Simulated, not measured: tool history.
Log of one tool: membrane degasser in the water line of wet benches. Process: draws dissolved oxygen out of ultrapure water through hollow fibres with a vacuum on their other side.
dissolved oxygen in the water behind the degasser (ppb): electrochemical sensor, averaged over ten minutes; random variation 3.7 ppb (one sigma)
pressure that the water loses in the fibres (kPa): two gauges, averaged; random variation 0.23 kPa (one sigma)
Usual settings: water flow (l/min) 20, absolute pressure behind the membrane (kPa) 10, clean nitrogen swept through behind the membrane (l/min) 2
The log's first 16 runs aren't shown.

run,hour,water flow (l/min),absolute pressure behind the membrane (kPa),clean nitrogen swept through behind the membrane (l/min),hours since the membrane was changed,hours since the vacuum gauge was calibrated,hours since the vacuum lines were made tight,dissolved oxygen in the water behind the degasser (ppb),pressure that the water loses in the fibres (kPa)
17,957.6,20,10,2,4010,4227,10314,404,58.63
18,1027.6,19,7.9,1.83,4080,4297,10383,335.2,55.63
19,1084.7,16,17.2,2.67,4137,4354,10441,348.9,46.73
20,1138,15,10,2,4190,4407,10494,256,44.14
21,1196.1,13,10,4.45,4248,4465,10552,140.7,38.44
22,1273.8,20,10,5.35,4326,4543,10630,306.3,58.88
23,1311.7,16,7.3,1.66,4364,4581,10668,250.7,47.25
24,1376.1,20,10,3.81,4428,4645,10732,332.6,58.96
25,1431.8,20,22.7,3.18,4484,4701,10788,530.1,58.64
26,1503.6,20,22.7,3.18,4556,4773,10860,532.7,59.05
27,1568.3,21,14.6,2,4621,4838,10924,548.3,61.97
28,1613.1,28,15.4,5.19,4665,4882,10969,593.7,82.61
29,1647.5,14,16.3,5.19,4700,4917,11003,200.8,41.48
30,1722.3,15,10,1.7,4774,4992,11078,276.9,44.25
31,1756.9,15,6.1,1.39,4809,5026,11113,210.9,44.42

Forecast each of these 3 alternatives for the next run:
A,1814.4,13,10,2,4867,5084,11170,?,?
B,1814.4,20,23.7,1.42,4867,5084,11170,?,?
C,1814.4,29,6.1,0.8,4867,5084,11170,?,?

run,dissolved oxygen in the water behind the degasser (ppb),pressure that the water loses in the fibres (kPa)
A,205.6,38.64
B,850.8,59.38
C,687.4,85.75
Without the tool's hidden state the same runs would have given:
run,dissolved oxygen in the water behind the degasser (ppb),pressure that the water loses in the fibres (kPa)
A,185.1,37.5
B,807.9,57.63
C,632.1,83.21
